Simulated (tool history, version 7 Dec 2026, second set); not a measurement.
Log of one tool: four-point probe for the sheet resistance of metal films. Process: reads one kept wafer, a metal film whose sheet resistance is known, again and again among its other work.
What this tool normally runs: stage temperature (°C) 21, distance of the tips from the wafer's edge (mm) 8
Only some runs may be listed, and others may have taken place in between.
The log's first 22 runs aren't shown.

run	hour	stage temperature (°C)	distance of the tips from the wafer's edge (mm)	sheet resistance as the instrument gives it (ohm/square)
23	2065.0	32	34	9.008971
# hour 2075.6: stage's thermometer calibrated
24	2149.7	19	4	9.170436
25	2293.3	32	63	8.984040
26	2435.6	32	63	8.978923
27	2559.8	26	28	9.003266
28	2642.6	26	28	9.005472
29	2781.7	21	44	9.020465
30	2855.0	23	6	9.065890
# hour 2898.5: stage's thermometer calibrated, once more
31	2982.9	23	6	9.114149
32	3084.6	34	39	9.006836
33	3223.2	26	7	9.080245
34	3337.5	26	9	9.060342
35	3464.1	30	12	9.030560
36	3535.5	28	48	9.023562

4 ways to go on from here, each from the tool as it stands after run 36. What would each give?
A	3616.1	30	5	?
B	3616.1	27	74	?
C	3616.1	21	8	?
D	3616.1	26	18	?

run	sheet resistance as the instrument gives it (ohm/square)
A	9.087771
B	9.025731
C	9.089835
D	9.037205
With no hidden state in the tool, these same runs would have given:
run	sheet resistance as the instrument gives it (ohm/square)
A	9.155177
B	9.092743
C	9.157355
D	9.104307

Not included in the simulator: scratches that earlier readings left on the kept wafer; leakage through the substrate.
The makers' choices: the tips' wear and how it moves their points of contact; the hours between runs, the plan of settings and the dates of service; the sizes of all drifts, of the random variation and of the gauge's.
